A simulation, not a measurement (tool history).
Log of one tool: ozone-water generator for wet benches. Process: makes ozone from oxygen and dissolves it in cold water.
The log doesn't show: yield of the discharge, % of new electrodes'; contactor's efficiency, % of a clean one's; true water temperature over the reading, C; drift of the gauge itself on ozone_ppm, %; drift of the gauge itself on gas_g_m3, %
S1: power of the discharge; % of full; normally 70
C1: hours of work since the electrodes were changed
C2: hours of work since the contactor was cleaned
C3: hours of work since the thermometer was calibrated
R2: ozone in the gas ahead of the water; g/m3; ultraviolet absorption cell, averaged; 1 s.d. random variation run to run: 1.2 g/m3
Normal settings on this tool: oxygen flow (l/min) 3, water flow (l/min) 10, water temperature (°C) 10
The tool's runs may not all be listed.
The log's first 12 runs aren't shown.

run 13 hour=938.2 | S1=70 oxygen_flow_(l/min)=3 water_flow_(l/min)=10 water_temperature_(°C)=10 | C1=2693 C2=6284 C3=4476 | dissolved_ozone_(ppm)=24.1 R2=224.2
run 14 hour=991.5 | S1=70 oxygen_flow_(l/min)=3 water_flow_(l/min)=10 water_temperature_(°C)=10 | C1=2729 C2=6320 C3=4512 | dissolved_ozone_(ppm)=23.6 R2=222.6
-- hour=1024.9 water thermometer calibrated
run 15 hour=1085.6 | S1=70 oxygen_flow_(l/min)=3 water_flow_(l/min)=10 water_temperature_(°C)=10 | C1=2793 C2=6384 C3=41 | dissolved_ozone_(ppm)=24 R2=220.7
run 16 hour=1132.7 | S1=70 oxygen_flow_(l/min)=3 water_flow_(l/min)=10 water_temperature_(°C)=10 | C1=2825 C2=6416 C3=73 | dissolved_ozone_(ppm)=23.8 R2=225.5
run 17 hour=1229.5 | S1=45 oxygen_flow_(l/min)=2.07 water_flow_(l/min)=7 water_temperature_(°C)=8 | C1=2890 C2=6481 C3=139 | dissolved_ozone_(ppm)=24.5 R2=197.4
run 18 hour=1297.4 | S1=45 oxygen_flow_(l/min)=2.07 water_flow_(l/min)=7 water_temperature_(°C)=8 | C1=2937 C2=6528 C3=185 | dissolved_ozone_(ppm)=24.8 R2=197.8
run 19 hour=1378.6 | S1=49 oxygen_flow_(l/min)=4.51 water_flow_(l/min)=6 water_temperature_(°C)=7 | C1=2992 C2=6583 C3=240 | dissolved_ozone_(ppm)=33.6 R2=160.9
run 20 hour=1438.8 | S1=49 oxygen_flow_(l/min)=4.51 water_flow_(l/min)=6 water_temperature_(°C)=7 | C1=3033 C2=6624 C3=281 | dissolved_ozone_(ppm)=33.4 R2=159.8
run 21 hour=1538.1 | S1=70 oxygen_flow_(l/min)=3.72 water_flow_(l/min)=10 water_temperature_(°C)=6 | C1=3100 C2=6691 C3=349 | dissolved_ozone_(ppm)=26.1 R2=208.3
run 22 hour=1651.7 | S1=70 oxygen_flow_(l/min)=3.72 water_flow_(l/min)=6 water_temperature_(°C)=6 | C1=3177 C2=6768 C3=426 | dissolved_ozone_(ppm)=40.9 R2=203.6
run 23 hour=1763.4 | S1=70 oxygen_flow_(l/min)=3.72 water_flow_(l/min)=6 water_temperature_(°C)=6 | C1=3253 C2=6844 C3=502 | dissolved_ozone_(ppm)=40.5 R2=205.2
run 24 hour=1838.7 | S1=59 oxygen_flow_(l/min)=1.54 water_flow_(l/min)=10 water_temperature_(°C)=5 | C1=3305 C2=6895 C3=553 | dissolved_ozone_(ppm)=17.8 R2=250.1
run 25 hour=1910.3 | S1=70 oxygen_flow_(l/min)=3 water_flow_(l/min)=8 water_temperature_(°C)=13 | C1=3353 C2=6944 C3=602 | dissolved_ozone_(ppm)=27.8 R2=218.2
run 26 hour=2005.2 | S1=70 oxygen_flow_(l/min)=3 water_flow_(l/min)=8 water_temperature_(°C)=13 | C1=3418 C2=7009 C3=666 | dissolved_ozone_(ppm)=28 R2=222.2
run 27 hour=2097.9 | S1=80 oxygen_flow_(l/min)=2.98 water_flow_(l/min)=10 water_temperature_(°C)=10 | C1=3481 C2=7072 C3=729 | dissolved_ozone_(ppm)=25.2 R2=236.7
run 28 hour=2151.7 | S1=51 oxygen_flow_(l/min)=3 water_flow_(l/min)=10 water_temperature_(°C)=10 | C1=3517 C2=7108 C3=766 | dissolved_ozone_(ppm)=20.1 R2=185.8
run 29 hour=2237.1 | S1=51 oxygen_flow_(l/min)=3.1 water_flow_(l/min)=12 water_temperature_(°C)=10 | C1=3575 C2=7166 C3=824 | dissolved_ozone_(ppm)=16.6 R2=185.4
run 30 hour=2332.4 | S1=49 oxygen_flow_(l/min)=3 water_flow_(l/min)=10 water_temperature_(°C)=15 | C1=3640 C2=7231 C3=889 | dissolved_ozone_(ppm)=18.2 R2=182.7
run 31 hour=2414.9 | S1=49 oxygen_flow_(l/min)=3 water_flow_(l/min)=10 water_temperature_(°C)=15 | C1=3696 C2=7287 C3=945 | dissolved_ozone_(ppm)=18.3 R2=182.1
run 32 hour=2494.6 | S1=49 oxygen_flow_(l/min)=3 water_flow_(l/min)=10 water_temperature_(°C)=15 | C1=3750 C2=7341 C3=999 | dissolved_ozone_(ppm)=18.2 R2=181.9

Branching from run 32: 3 alternative next runs. What would each branch give?
run A hour=2605.6 | S1=70 oxygen_flow_(l/min)=1.72 water_flow_(l/min)=10 water_temperature_(°C)=10 | C1=3826 C2=7417 C3=1074 | dissolved_ozone_(ppm)=? R2=?
run B hour=2605.6 | S1=49 oxygen_flow_(l/min)=2.19 water_flow_(l/min)=10 water_temperature_(°C)=15 | C1=3826 C2=7417 C3=1074 | dissolved_ozone_(ppm)=? R2=?
run C hour=2605.6 | S1=55 oxygen_flow_(l/min)=1.72 water_flow_(l/min)=10 water_temperature_(°C)=13 | C1=3826 C2=7417 C3=1074 | dissolved_ozone_(ppm)=? R2=?

run=A dissolved_ozone_(ppm)=19.8 R2=263.1
run=B dissolved_ozone_(ppm)=16.7 R2=203.4
run=C dissolved_ozone_(ppm)=16.6 R2=231.4
Without the tool's hidden state the same runs would have given:
run=A dissolved_ozone_(ppm)=21.6 R2=272
run=B dissolved_ozone_(ppm)=18.1 R2=209
run=C dissolved_ozone_(ppm)=18 R2=238.2
